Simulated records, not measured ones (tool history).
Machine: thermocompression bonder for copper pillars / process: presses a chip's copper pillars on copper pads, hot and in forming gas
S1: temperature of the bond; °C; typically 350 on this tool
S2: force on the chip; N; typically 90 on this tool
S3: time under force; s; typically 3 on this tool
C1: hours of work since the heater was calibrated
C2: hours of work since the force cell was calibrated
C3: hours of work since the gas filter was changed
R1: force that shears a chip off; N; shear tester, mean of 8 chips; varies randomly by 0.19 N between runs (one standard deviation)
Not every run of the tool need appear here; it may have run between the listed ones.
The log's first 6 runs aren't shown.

{"run": 7, "hour": 288.1, "S1": 321, "S2": 90, "S3": 9, "C1": 45, "C2": 416, "C3": 114, "R1": 58.4}
{"hour": 331.8, "done": "forming gas filter changed"}
{"run": 8, "hour": 342.1, "S1": 350, "S2": 90, "S3": 3, "C1": 74, "C2": 444, "C3": 6, "R1": 52.5}
{"run": 9, "hour": 395.5, "S1": 350, "S2": 90, "S3": 3, "C1": 102, "C2": 473, "C3": 34, "R1": 52}
{"run": 10, "hour": 437.6, "S1": 350, "S2": 90, "S3": 2, "C1": 125, "C2": 495, "C3": 57, "R1": 44.5}
{"run": 11, "hour": 477.4, "S1": 350, "S2": 57, "S3": 2, "C1": 146, "C2": 517, "C3": 78, "R1": 28.4}
{"run": 12, "hour": 506.4, "S1": 350, "S2": 57, "S3": 2, "C1": 162, "C2": 532, "C3": 93, "R1": 28.3}
{"run": 13, "hour": 535.5, "S1": 350, "S2": 57, "S3": 2, "C1": 177, "C2": 548, "C3": 109, "R1": 27.9}
{"run": 14, "hour": 577.8, "S1": 350, "S2": 90, "S3": 3, "C1": 200, "C2": 571, "C3": 132, "R1": 50.3}
{"hour": 590.1, "done": "forming gas filter changed"}
{"run": 15, "hour": 631.6, "S1": 350, "S2": 90, "S3": 3, "C1": 229, "C2": 599, "C3": 22, "R1": 52.4}
{"run": 16, "hour": 676.2, "S1": 350, "S2": 90, "S3": 2, "C1": 253, "C2": 623, "C3": 46, "R1": 45.1}
{"run": 17, "hour": 722.3, "S1": 350, "S2": 90, "S3": 2, "C1": 277, "C2": 648, "C3": 71, "R1": 44.8}
{"run": 18, "hour": 765.4, "S1": 350, "S2": 90, "S3": 2, "C1": 300, "C2": 671, "C3": 94, "R1": 44.4}
{"run": 19, "hour": 817.8, "S1": 350, "S2": 90, "S3": 3, "C1": 328, "C2": 699, "C3": 122, "R1": 50.8}
{"hour": 846.7, "done": "forming gas filter changed"}
{"run": 20, "hour": 860.7, "S1": 350, "S2": 90, "S3": 3, "C1": 351, "C2": 722, "C3": 7, "R1": 53.4}
{"run": 21, "hour": 910.1, "S1": 350, "S2": 90, "S3": 3, "C1": 377, "C2": 748, "C3": 34, "R1": 52.5}
{"run": 22, "hour": 959.1, "S1": 322, "S2": 79, "S3": 5, "C1": 404, "C2": 774, "C3": 60, "R1": 44.2}
{"run": 23, "hour": 1013.4, "S1": 342, "S2": 115, "S3": 3, "C1": 433, "C2": 803, "C3": 89, "R1": 59.8}
{"run": 24, "hour": 1060.1, "S1": 342, "S2": 115, "S3": 3, "C1": 458, "C2": 828, "C3": 114, "R1": 59.4}
{"run": 25, "hour": 1085.9, "S1": 347, "S2": 90, "S3": 3, "C1": 472, "C2": 842, "C3": 128, "R1": 49.9}

Run 26 comes next. What will it give?
{"hour": 1106.2, "done": "forming gas filter changed"}
{"run": 26, "hour": 1144.2, "S1": 344, "S2": 90, "S3": 2, "C1": 503, "C2": 873, "C3": 20, "R1": "?"}

{"run 26": {"R1": 43.5}}
The same run, on a tool lacking any hidden state, would have yielded R1 43.5 N.
